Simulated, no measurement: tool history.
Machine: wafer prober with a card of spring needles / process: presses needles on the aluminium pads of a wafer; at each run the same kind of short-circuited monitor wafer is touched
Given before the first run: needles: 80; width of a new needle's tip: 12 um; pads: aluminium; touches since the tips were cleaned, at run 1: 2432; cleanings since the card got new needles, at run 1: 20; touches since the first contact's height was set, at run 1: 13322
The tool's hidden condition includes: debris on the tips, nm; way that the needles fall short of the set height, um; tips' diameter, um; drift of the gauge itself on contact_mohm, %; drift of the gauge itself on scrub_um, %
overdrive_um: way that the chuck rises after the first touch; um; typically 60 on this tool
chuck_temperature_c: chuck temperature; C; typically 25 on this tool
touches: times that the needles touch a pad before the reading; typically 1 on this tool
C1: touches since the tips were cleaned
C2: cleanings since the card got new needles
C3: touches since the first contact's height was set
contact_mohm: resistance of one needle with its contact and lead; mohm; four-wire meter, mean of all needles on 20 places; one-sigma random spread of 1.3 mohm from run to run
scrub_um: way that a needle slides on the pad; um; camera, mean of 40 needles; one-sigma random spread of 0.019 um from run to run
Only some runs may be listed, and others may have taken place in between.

run 1 hour=0 | overdrive_um=60 chuck_temperature_c=25 touches=1 | C1=2432 C2=20 C3=13322 | contact_mohm=166 scrub_um=9.59
run 2 hour=11.5 | overdrive_um=60 chuck_temperature_c=25 touches=1 | C1=4556 C2=20 C3=15446 | contact_mohm=204 scrub_um=9.6
-- hour=20.7 tips cleaned on abrasive film
run 3 hour=33.7 | overdrive_um=60 chuck_temperature_c=25 touches=1 | C1=2397 C2=21 C3=19533 | contact_mohm=177 scrub_um=9.58
-- hour=54.9 tips cleaned on abrasive film
run 4 hour=54.9 | overdrive_um=60 chuck_temperature_c=25 touches=1 | C1=0 C2=22 C3=23419 | contact_mohm=113 scrub_um=9.58
run 5 hour=67.5 | overdrive_um=60 chuck_temperature_c=25 touches=1 | C1=2339 C2=22 C3=25758 | contact_mohm=165 scrub_um=9.61
run 6 hour=82.9 | overdrive_um=60 chuck_temperature_c=25 touches=1 | C1=5181 C2=22 C3=28600 | contact_mohm=213 scrub_um=9.59
-- hour=89.9 tips cleaned on abrasive film
run 7 hour=107.9 | overdrive_um=60 chuck_temperature_c=25 touches=1 | C1=3321 C2=23 C3=33194 | contact_mohm=194 scrub_um=9.55
-- hour=123.8 tips cleaned on abrasive film
run 8 hour=131 | overdrive_um=60 chuck_temperature_c=25 touches=1 | C1=1331 C2=24 C3=37447 | contact_mohm=152 scrub_um=9.52
run 9 hour=153.5 | overdrive_um=60 chuck_temperature_c=25 touches=2 | C1=5477 C2=24 C3=41593 | contact_mohm=180 scrub_um=9.54
-- hour=159 tips cleaned on abrasive film
run 10 hour=167.8 | overdrive_um=60 chuck_temperature_c=25 touches=2 | C1=1623 C2=25 C3=44221 | contact_mohm=137 scrub_um=9.53
run 11 hour=186.9 | overdrive_um=60 chuck_temperature_c=25 touches=2 | C1=5153 C2=25 C3=47751 | contact_mohm=175 scrub_um=9.52
-- hour=194.5 tips cleaned on abrasive film
run 12 hour=201.4 | overdrive_um=70 chuck_temperature_c=39 touches=2 | C1=1280 C2=26 C3=50413 | contact_mohm=125 scrub_um=11.11
run 13 hour=215.4 | overdrive_um=70 chuck_temperature_c=39 touches=2 | C1=3856 C2=26 C3=52989 | contact_mohm=152 scrub_um=11.13
-- hour=229 tips cleaned on abrasive film
run 14 hour=240.1 | overdrive_um=70 chuck_temperature_c=39 touches=2 | C1=2054 C2=27 C3=57535 | contact_mohm=136 scrub_um=11.09
run 15 hour=251.2 | overdrive_um=70 chuck_temperature_c=104 touches=2 | C1=4098 C2=27 C3=59579 | contact_mohm=154 scrub_um=11.1
-- hour=264.7 tips cleaned on abrasive film
run 16 hour=269.7 | overdrive_um=66 chuck_temperature_c=69 touches=2 | C1=920 C2=28 C3=62978 | contact_mohm=127 scrub_um=10.43
run 17 hour=287.3 | overdrive_um=44 chuck_temperature_c=31 touches=1 | C1=4177 C2=28 C3=66235 | contact_mohm=296 scrub_um=6.91
-- hour=298.8 tips cleaned on abrasive film
run 18 hour=305.7 | overdrive_um=49 chuck_temperature_c=25 touches=2 | C1=1260 C2=29 C3=69609 | contact_mohm=153 scrub_um=7.7
run 19 hour=329.1 | overdrive_um=49 chuck_temperature_c=25 touches=2 | C1=5599 C2=29 C3=73948 | contact_mohm=216 scrub_um=7.71
-- hour=333.4 tips cleaned on abrasive film
run 20 hour=347.8 | overdrive_um=49 chuck_temperature_c=34 touches=2 | C1=2655 C2=30 C3=77370 | contact_mohm=176 scrub_um=7.66

Each row is a separate what-if for the run after 20, all from the same tool condition, not one after another. Results?
-- hour=367.2 tips cleaned on abrasive film
run A hour=367.2 | overdrive_um=60 chuck_temperature_c=39 touches=1 | C1=0 C2=31 C3=80943 | contact_mohm=? scrub_um=?
-- hour=367.2 tips cleaned on abrasive film
run B hour=367.2 | overdrive_um=43 chuck_temperature_c=25 touches=1 | C1=0 C2=31 C3=80943 | contact_mohm=? scrub_um=?
-- hour=367.2 tips cleaned on abrasive film
run C hour=367.2 | overdrive_um=49 chuck_temperature_c=38 touches=2 | C1=0 C2=31 C3=80943 | contact_mohm=? scrub_um=?
-- hour=367.2 tips cleaned on abrasive film
run D hour=367.2 | overdrive_um=44 chuck_temperature_c=28 touches=1 | C1=0 C2=31 C3=80943 | contact_mohm=? scrub_um=?
-- hour=367.2 tips cleaned on abrasive film
run E hour=367.2 | overdrive_um=49 chuck_temperature_c=114 touches=3 | C1=0 C2=31 C3=80943 | contact_mohm=? scrub_um=?

run=A contact_mohm=123 scrub_um=9.44
run=B contact_mohm=138 scrub_um=6.67
run=C contact_mohm=124 scrub_um=7.65
run=D contact_mohm=137 scrub_um=6.85
run=E contact_mohm=129 scrub_um=7.63
With the hidden condition removed and each run's random variation left untouched, the same runs would have given:
run=A contact_mohm=107 scrub_um=9.66
run=B contact_mohm=109 scrub_um=6.89
run=C contact_mohm=109 scrub_um=7.87
run=D contact_mohm=109 scrub_um=7.07
run=E contact_mohm=121 scrub_um=7.85
